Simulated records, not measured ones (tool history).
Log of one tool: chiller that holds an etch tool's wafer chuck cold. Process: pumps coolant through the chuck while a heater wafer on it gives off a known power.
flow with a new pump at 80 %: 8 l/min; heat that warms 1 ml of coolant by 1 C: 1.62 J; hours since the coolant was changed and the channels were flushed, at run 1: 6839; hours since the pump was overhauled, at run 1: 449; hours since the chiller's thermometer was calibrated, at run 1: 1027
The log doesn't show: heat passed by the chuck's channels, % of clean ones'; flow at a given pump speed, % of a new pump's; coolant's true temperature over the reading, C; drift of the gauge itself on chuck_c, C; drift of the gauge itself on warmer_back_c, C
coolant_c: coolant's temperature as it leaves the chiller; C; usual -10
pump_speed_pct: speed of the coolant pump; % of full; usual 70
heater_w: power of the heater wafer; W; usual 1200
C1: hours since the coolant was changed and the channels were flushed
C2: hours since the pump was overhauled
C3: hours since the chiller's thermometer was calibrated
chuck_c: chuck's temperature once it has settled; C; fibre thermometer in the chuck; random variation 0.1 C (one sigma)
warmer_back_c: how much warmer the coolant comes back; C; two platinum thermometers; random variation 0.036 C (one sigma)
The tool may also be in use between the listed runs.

{"run": 1, "hour": 0.0, "coolant_c": -10, "pump_speed_pct": 70, "heater_w": 1200, "C1": 6839, "C2": 449, "C3": 1027, "chuck_c": 8.7, "warmer_back_c": 6.45}
{"run": 2, "hour": 31.7, "coolant_c": -10, "pump_speed_pct": 70, "heater_w": 1200, "C1": 6871, "C2": 481, "C3": 1059, "chuck_c": 8.4, "warmer_back_c": 6.48}
{"run": 3, "hour": 49.8, "coolant_c": -6, "pump_speed_pct": 70, "heater_w": 1200, "C1": 6889, "C2": 499, "C3": 1077, "chuck_c": 12.4, "warmer_back_c": 6.45}
{"run": 4, "hour": 80.7, "coolant_c": -10, "pump_speed_pct": 99, "heater_w": 1200, "C1": 6920, "C2": 530, "C3": 1108, "chuck_c": 3.8, "warmer_back_c": 4.41}
{"run": 5, "hour": 100.0, "coolant_c": -10, "pump_speed_pct": 99, "heater_w": 1200, "C1": 6939, "C2": 549, "C3": 1127, "chuck_c": 3.6, "warmer_back_c": 4.42}
{"run": 6, "hour": 131.0, "coolant_c": -10, "pump_speed_pct": 99, "heater_w": 1200, "C1": 6970, "C2": 580, "C3": 1158, "chuck_c": 3.8, "warmer_back_c": 4.42}
{"run": 7, "hour": 160.3, "coolant_c": -10, "pump_speed_pct": 70, "heater_w": 1396, "C1": 6999, "C2": 610, "C3": 1187, "chuck_c": 11.6, "warmer_back_c": 7.54}
{"run": 8, "hour": 180.0, "coolant_c": -10, "pump_speed_pct": 70, "heater_w": 1396, "C1": 7019, "C2": 629, "C3": 1207, "chuck_c": 11.4, "warmer_back_c": 7.55}
{"run": 9, "hour": 198.0, "coolant_c": -10, "pump_speed_pct": 70, "heater_w": 1396, "C1": 7037, "C2": 647, "C3": 1225, "chuck_c": 11.5, "warmer_back_c": 7.48}
{"run": 10, "hour": 223.9, "coolant_c": -10, "pump_speed_pct": 70, "heater_w": 1396, "C1": 7063, "C2": 673, "C3": 1251, "chuck_c": 11.6, "warmer_back_c": 7.54}
{"run": 11, "hour": 250.7, "coolant_c": -10, "pump_speed_pct": 70, "heater_w": 1396, "C1": 7090, "C2": 700, "C3": 1278, "chuck_c": 11.7, "warmer_back_c": 7.52}
{"run": 12, "hour": 275.1, "coolant_c": -10, "pump_speed_pct": 70, "heater_w": 1396, "C1": 7114, "C2": 724, "C3": 1302, "chuck_c": 11.8, "warmer_back_c": 7.51}
{"run": 13, "hour": 294.2, "coolant_c": -8, "pump_speed_pct": 66, "heater_w": 1368, "C1": 7133, "C2": 744, "C3": 1321, "chuck_c": 14.2, "warmer_back_c": 7.85}
{"run": 14, "hour": 307.7, "coolant_c": -8, "pump_speed_pct": 66, "heater_w": 1368, "C1": 7147, "C2": 757, "C3": 1335, "chuck_c": 14.2, "warmer_back_c": 7.84}
{"run": 15, "hour": 322.3, "coolant_c": -19, "pump_speed_pct": 66, "heater_w": 1368, "C1": 7161, "C2": 772, "C3": 1349, "chuck_c": 3.2, "warmer_back_c": 7.92}
{"hour": 329.7, "done": "coolant pump overhauled"}
{"run": 16, "hour": 352.8, "coolant_c": -19, "pump_speed_pct": 66, "heater_w": 1368, "C1": 7187, "C2": 23, "C3": 1375, "chuck_c": 3.4, "warmer_back_c": 7.96}
{"run": 17, "hour": 380.9, "coolant_c": -19, "pump_speed_pct": 66, "heater_w": 1368, "C1": 7215, "C2": 51, "C3": 1403, "chuck_c": 3.5, "warmer_back_c": 7.91}
{"run": 18, "hour": 394.7, "coolant_c": -19, "pump_speed_pct": 82, "heater_w": 695, "C1": 7229, "C2": 65, "C3": 1417, "chuck_c": -9.5, "warmer_back_c": 3.16}
{"run": 19, "hour": 425.9, "coolant_c": -19, "pump_speed_pct": 76, "heater_w": 1018, "C1": 7260, "C2": 96, "C3": 1448, "chuck_c": -4.3, "warmer_back_c": 5.11}
{"run": 20, "hour": 454.9, "coolant_c": -17, "pump_speed_pct": 76, "heater_w": 1200, "C1": 7289, "C2": 125, "C3": 1477, "chuck_c": 0.5, "warmer_back_c": 5.95}
{"run": 21, "hour": 471.6, "coolant_c": -7, "pump_speed_pct": 69, "heater_w": 641, "C1": 7306, "C2": 142, "C3": 1493, "chuck_c": 3, "warmer_back_c": 3.57}
{"run": 22, "hour": 493.0, "coolant_c": -18, "pump_speed_pct": 90, "heater_w": 641, "C1": 7327, "C2": 163, "C3": 1515, "chuck_c": -10.2, "warmer_back_c": 2.67}
{"hour": 515.6, "done": "coolant pump overhauled, once more"}
{"run": 23, "hour": 522.5, "coolant_c": -10, "pump_speed_pct": 74, "heater_w": 1193, "C1": 7352, "C2": 7, "C3": 1539, "chuck_c": 7.7, "warmer_back_c": 6.02}
{"run": 24, "hour": 549.5, "coolant_c": -10, "pump_speed_pct": 74, "heater_w": 1549, "C1": 7379, "C2": 34, "C3": 1566, "chuck_c": 13.1, "warmer_back_c": 7.87}

5 ways to go on from here, each from the tool as it stands after run 24. What would each give?
{"run": "A", "hour": 570.2, "coolant_c": -10, "pump_speed_pct": 70, "heater_w": 1770, "C1": 7399, "C2": 55, "C3": 1587, "chuck_c": "?", "warmer_back_c": "?"}
{"run": "B", "hour": 570.2, "coolant_c": -3, "pump_speed_pct": 82, "heater_w": 1409, "C1": 7399, "C2": 55, "C3": 1587, "chuck_c": "?", "warmer_back_c": "?"}
{"run": "C", "hour": 570.2, "coolant_c": -10, "pump_speed_pct": 83, "heater_w": 1348, "C1": 7399, "C2": 55, "C3": 1587, "chuck_c": "?", "warmer_back_c": "?"}
{"run": "D", "hour": 570.2, "coolant_c": -19, "pump_speed_pct": 74, "heater_w": 1549, "C1": 7399, "C2": 55, "C3": 1587, "chuck_c": "?", "warmer_back_c": "?"}
{"run": "E", "hour": 570.2, "coolant_c": -15, "pump_speed_pct": 70, "heater_w": 789, "C1": 7399, "C2": 55, "C3": 1587, "chuck_c": "?", "warmer_back_c": "?"}

run=A chuck_c=17.4 warmer_back_c=9.58
run=B chuck_c=16.2 warmer_back_c=6.34
run=C chuck_c=8 warmer_back_c=6.07
run=D chuck_c=3.8 warmer_back_c=7.81
run=E chuck_c=-2.9 warmer_back_c=4.31
Without the tool's hidden state the same runs would have given:
run=A chuck_c=15.4 warmer_back_c=9.52
run=B chuck_c=14.8 warmer_back_c=6.3
run=C chuck_c=6.7 warmer_back_c=6.03
run=D chuck_c=2.2 warmer_back_c=7.76
run=E chuck_c=-3.7 warmer_back_c=4.29

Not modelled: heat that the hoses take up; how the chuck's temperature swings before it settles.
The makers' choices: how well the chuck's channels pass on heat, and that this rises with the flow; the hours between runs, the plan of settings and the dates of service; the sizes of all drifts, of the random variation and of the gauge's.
